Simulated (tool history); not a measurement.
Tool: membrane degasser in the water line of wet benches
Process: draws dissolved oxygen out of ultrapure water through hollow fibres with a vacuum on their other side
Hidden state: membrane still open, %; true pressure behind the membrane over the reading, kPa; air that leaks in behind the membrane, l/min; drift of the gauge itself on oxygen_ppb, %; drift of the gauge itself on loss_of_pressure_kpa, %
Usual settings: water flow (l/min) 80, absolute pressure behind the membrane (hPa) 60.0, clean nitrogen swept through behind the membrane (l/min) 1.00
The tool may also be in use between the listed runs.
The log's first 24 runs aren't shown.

| run | hour | water flow (l/min) | absolute pressure behind the membrane (hPa) | clean nitrogen swept through behind the membrane (l/min) | hours since the membrane was changed | hours since the vacuum gauge was calibrated | hours since the vacuum lines were made tight | dissolved oxygen in the water behind the degasser (ppb) | pressure that the water loses in the fibres (hPa) |
|---|---|---|---|---|---|---|---|---|---|
| 25 | 2518.5 | 59 | 60.0 | 1.00 | 5790 | 1846 | 3436 | 314.7 | 222.5 |
| 26 | 2645.5 | 106 | 61.5 | 0.72 | 5917 | 1973 | 3563 | 599.1 | 396.1 |
| 27 | 2760.9 | 74 | 60.0 | 1.00 | 6033 | 2088 | 3679 | 369.1 | 276.8 |
| 28 | 2865.5 | 123 | 112.7 | 0.97 | 6137 | 2193 | 3783 | 1343.7 | 460.1 |
| 29 | 2959.7 | 102 | 80.6 | 1.30 | 6232 | 2287 | 3877 | 649.6 | 378.1 |
| 30 | 3021.3 | 99 | 44.8 | 2.15 | 6293 | 2348 | 3939 | 153.6 | 370.2 |
| 31 | 3109.2 | 95 | 86.2 | 0.50 | 6381 | 2436 | 4027 | 1122.2 | 353.2 |
| 32 | 3187.6 | 86 | 60.0 | 1.62 | 6460 | 2515 | 4105 | 311.3 | 320.6 |
| 33 | 3335.6 | 86 | 60.0 | 1.62 | 6608 | 2663 | 4253 | 305.8 | 320.2 |

Forecast each of these 3 alternatives for the next run:
| A | 3408.5 | 86 | 40.7 | 1.62 | 6680 | 2736 | 4326 | ? | ? |
| B | 3408.5 | 86 | 36.9 | 1.54 | 6680 | 2736 | 4326 | ? | ? |
| C | 3408.5 | 84 | 60.0 | 2.75 | 6680 | 2736 | 4326 | ? | ? |

| run | dissolved oxygen in the water behind the degasser (ppb) | pressure that the water loses in the fibres (hPa) |
|---|---|---|
| A | 125.1 | 323.3 |
| B | 90.8 | 318.7 |
| C | 206.0 | 315.0 |
Without the tool's hidden state the same runs would have given:
| run | dissolved oxygen in the water behind the degasser (ppb) | pressure that the water loses in the fibres (hPa) |
|---|---|---|
| A | 100.1 | 308.7 |
| B | 64.8 | 304.1 |
| C | 188.6 | 300.7 |

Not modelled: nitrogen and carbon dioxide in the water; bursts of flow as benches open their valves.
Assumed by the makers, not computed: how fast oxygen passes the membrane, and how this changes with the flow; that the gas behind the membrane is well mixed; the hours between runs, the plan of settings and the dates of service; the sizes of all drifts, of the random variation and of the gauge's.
